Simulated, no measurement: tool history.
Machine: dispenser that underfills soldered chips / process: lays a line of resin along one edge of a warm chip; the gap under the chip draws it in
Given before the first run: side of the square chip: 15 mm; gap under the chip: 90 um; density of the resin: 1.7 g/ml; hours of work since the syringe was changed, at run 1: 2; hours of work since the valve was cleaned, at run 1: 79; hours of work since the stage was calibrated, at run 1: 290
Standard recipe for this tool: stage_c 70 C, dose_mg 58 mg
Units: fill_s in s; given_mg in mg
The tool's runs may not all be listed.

run	hour	stage_c	dose_mg	hours of work since the syringe was changed	hours of work since the valve was cleaned	hours of work since the stage was calibrated	fill_s	given_mg
1	0	70	58	2	79	290	199	53.78
2	7.4	70	58	8	85	295	311.5	53.95
# hour 13.6: new syringe of resin
3	16.9	70	58	3	92	302	210.3	53.43
4	23.3	70	58	8	97	307	312.3	52.69
# hour 29.3: new syringe of resin
5	30.8	77	58	1	102	313	134.2	52.95
6	36.5	80	52	6	107	317	169.7	47.51

Expected results for the next run?
7	43.3	76	65.2	11	112	322	?	?

fill_s: 294.6 s
given_mg: 58.86 mg
On a tool with no hidden condition, and with the same random variation, this run would have come out at fill_s 116.8 s, given_mg 65.05 mg.
